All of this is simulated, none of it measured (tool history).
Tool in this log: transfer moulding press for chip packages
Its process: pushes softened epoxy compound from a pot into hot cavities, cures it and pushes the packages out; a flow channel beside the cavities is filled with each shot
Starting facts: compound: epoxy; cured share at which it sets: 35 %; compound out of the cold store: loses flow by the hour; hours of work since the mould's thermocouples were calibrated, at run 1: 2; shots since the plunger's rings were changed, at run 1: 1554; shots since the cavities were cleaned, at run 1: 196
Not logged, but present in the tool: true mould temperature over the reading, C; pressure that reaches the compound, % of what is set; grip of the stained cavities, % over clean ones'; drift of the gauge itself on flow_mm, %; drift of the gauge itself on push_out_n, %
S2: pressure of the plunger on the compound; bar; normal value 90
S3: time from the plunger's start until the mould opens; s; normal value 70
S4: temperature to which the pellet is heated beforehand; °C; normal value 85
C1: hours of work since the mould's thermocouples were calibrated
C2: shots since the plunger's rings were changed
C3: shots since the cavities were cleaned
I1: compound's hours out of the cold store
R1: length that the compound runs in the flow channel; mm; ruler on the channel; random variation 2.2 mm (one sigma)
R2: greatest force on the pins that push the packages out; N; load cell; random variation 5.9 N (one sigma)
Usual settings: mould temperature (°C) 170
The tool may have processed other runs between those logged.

{"run": 1, "hour": 0.0, "mould temperature (°C)": 170, "S2": 90, "S3": 70, "S4": 85, "C1": 2, "C2": 1554, "C3": 196, "I1": 37.4, "R1": 577, "R2": 222}
{"run": 2, "hour": 4.4, "mould temperature (°C)": 170, "S2": 90, "S3": 70, "S4": 85, "C1": 4, "C2": 1603, "C3": 245, "I1": 32.2, "R1": 589, "R2": 217}
{"run": 3, "hour": 12.3, "mould temperature (°C)": 170, "S2": 90, "S3": 70, "S4": 85, "C1": 8, "C2": 1690, "C3": 332, "I1": 34.5, "R1": 584, "R2": 220}
{"run": 4, "hour": 20.4, "mould temperature (°C)": 170, "S2": 90, "S3": 70, "S4": 85, "C1": 12, "C2": 1779, "C3": 421, "I1": 45.6, "R1": 553, "R2": 223}
{"run": 5, "hour": 24.7, "mould temperature (°C)": 170, "S2": 90, "S3": 70, "S4": 81, "C1": 14, "C2": 1827, "C3": 469, "I1": 40.5, "R1": 572, "R2": 216}
{"run": 6, "hour": 30.5, "mould temperature (°C)": 170, "S2": 90, "S3": 70, "S4": 81, "C1": 17, "C2": 1892, "C3": 534, "I1": 29.9, "R1": 598, "R2": 212}
{"run": 7, "hour": 36.6, "mould temperature (°C)": 170, "S2": 90, "S3": 70, "S4": 81, "C1": 20, "C2": 1959, "C3": 601, "I1": 38.9, "R1": 571, "R2": 208}
{"run": 8, "hour": 40.9, "mould temperature (°C)": 170, "S2": 90, "S3": 70, "S4": 85, "C1": 22, "C2": 2007, "C3": 649, "I1": 28.1, "R1": 601, "R2": 231}
{"run": 9, "hour": 49.6, "mould temperature (°C)": 170, "S2": 90, "S3": 70, "S4": 85, "C1": 26, "C2": 2103, "C3": 745, "I1": 11.2, "R1": 650, "R2": 223}
{"run": 10, "hour": 55.6, "mould temperature (°C)": 170, "S2": 90, "S3": 70, "S4": 93, "C1": 29, "C2": 2169, "C3": 811, "I1": 16.2, "R1": 634, "R2": 220}
{"run": 11, "hour": 59.9, "mould temperature (°C)": 170, "S2": 90, "S3": 70, "S4": 93, "C1": 31, "C2": 2217, "C3": 859, "I1": 32.7, "R1": 588, "R2": 217}
{"run": 12, "hour": 68.5, "mould temperature (°C)": 170, "S2": 85.3, "S3": 70, "S4": 85, "C1": 35, "C2": 2312, "C3": 954, "I1": 22.3, "R1": 601, "R2": 219}
{"hour": 71.2, "done": "cavities cleaned with cleaning compound and waxed"}
{"run": 13, "hour": 74.7, "mould temperature (°C)": 170, "S2": 85.3, "S3": 70, "S4": 85, "C1": 38, "C2": 2364, "C3": 39, "I1": 24.8, "R1": 595, "R2": 208}
{"run": 14, "hour": 81.0, "mould temperature (°C)": 170, "S2": 90, "S3": 78, "S4": 85, "C1": 41, "C2": 2434, "C3": 109, "I1": 26.8, "R1": 601, "R2": 204}
{"run": 15, "hour": 87.9, "mould temperature (°C)": 167, "S2": 90, "S3": 78, "S4": 89, "C1": 44, "C2": 2510, "C3": 185, "I1": 45.1, "R1": 566, "R2": 203}
{"run": 16, "hour": 92.3, "mould temperature (°C)": 167, "S2": 75.1, "S3": 78, "S4": 91, "C1": 46, "C2": 2558, "C3": 233, "I1": 41.7, "R1": 522, "R2": 208}
{"run": 17, "hour": 100.0, "mould temperature (°C)": 169, "S2": 75.1, "S3": 78, "S4": 91, "C1": 50, "C2": 2644, "C3": 319, "I1": 30.3, "R1": 549, "R2": 198}
{"run": 18, "hour": 105.8, "mould temperature (°C)": 170, "S2": 85.5, "S3": 60, "S4": 85, "C1": 53, "C2": 2708, "C3": 383, "I1": 19.8, "R1": 608, "R2": 297}
{"run": 19, "hour": 111.3, "mould temperature (°C)": 170, "S2": 85.5, "S3": 60, "S4": 85, "C1": 55, "C2": 2769, "C3": 444, "I1": 11.1, "R1": 638, "R2": 303}
{"run": 20, "hour": 115.4, "mould temperature (°C)": 170, "S2": 85.5, "S3": 60, "S4": 85, "C1": 58, "C2": 2815, "C3": 490, "I1": 43.8, "R1": 548, "R2": 269}
{"run": 21, "hour": 124.2, "mould temperature (°C)": 170, "S2": 85.5, "S3": 60, "S4": 85, "C1": 62, "C2": 2912, "C3": 587, "I1": 35.1, "R1": 569, "R2": 272}
{"run": 22, "hour": 129.3, "mould temperature (°C)": 170, "S2": 90, "S3": 68, "S4": 85, "C1": 64, "C2": 2968, "C3": 643, "I1": 42.2, "R1": 559, "R2": 227}
{"run": 23, "hour": 134.6, "mould temperature (°C)": 170, "S2": 90, "S3": 87, "S4": 86, "C1": 67, "C2": 3027, "C3": 702, "I1": 40, "R1": 571, "R2": 187}
{"run": 24, "hour": 139.0, "mould temperature (°C)": 169, "S2": 95.4, "S3": 70, "S4": 87, "C1": 69, "C2": 3075, "C3": 750, "I1": 33.2, "R1": 606, "R2": 227}
{"run": 25, "hour": 143.0, "mould temperature (°C)": 165, "S2": 71.1, "S3": 98, "S4": 87, "C1": 71, "C2": 3119, "C3": 794, "I1": 13.1, "R1": 592, "R2": 193}
{"run": 26, "hour": 151.7, "mould temperature (°C)": 165, "S2": 71.1, "S3": 98, "S4": 87, "C1": 75, "C2": 3215, "C3": 890, "I1": 29.1, "R1": 549, "R2": 190}
{"run": 27, "hour": 156.1, "mould temperature (°C)": 170, "S2": 74.4, "S3": 50, "S4": 83, "C1": 77, "C2": 3265, "C3": 940, "I1": 32, "R1": 535, "R2": 405}
{"hour": 159.9, "done": "cavities cleaned with cleaning compound and waxed"}
{"run": 28, "hour": 162.3, "mould temperature (°C)": 170, "S2": 75, "S3": 102, "S4": 93, "C1": 80, "C2": 3317, "C3": 28, "I1": 21.7, "R1": 565, "R2": 184}

Alternative continuations, all from the tool just after run 28; predict every row:
{"run": "A", "hour": 171.3, "mould temperature (°C)": 163, "S2": 68.6, "S3": 66, "S4": 93, "C1": 84, "C2": 3416, "C3": 127, "I1": 46.8, "R1": "?", "R2": "?"}
{"run": "B", "hour": 171.3, "mould temperature (°C)": 163, "S2": 75, "S3": 74, "S4": 75, "C1": 84, "C2": 3416, "C3": 127, "I1": 42.3, "R1": "?", "R2": "?"}
{"run": "C", "hour": 171.3, "mould temperature (°C)": 170, "S2": 90, "S3": 61, "S4": 85, "C1": 84, "C2": 3416, "C3": 127, "I1": 25.2, "R1": "?", "R2": "?"}
{"run": "D", "hour": 171.3, "mould temperature (°C)": 170, "S2": 88.7, "S3": 70, "S4": 85, "C1": 84, "C2": 3416, "C3": 127, "I1": 42.5, "R1": "?", "R2": "?"}

run=A R1=500 R2=342
run=B R1=537 R2=293
run=C R1=605 R2=276
run=D R1=557 R2=202
Stripped of hidden state, with their random variation kept, the same runs would have yielded:
run=A R1=500 R2=341
run=B R1=537 R2=293
run=C R1=605 R2=276
run=D R1=557 R2=202
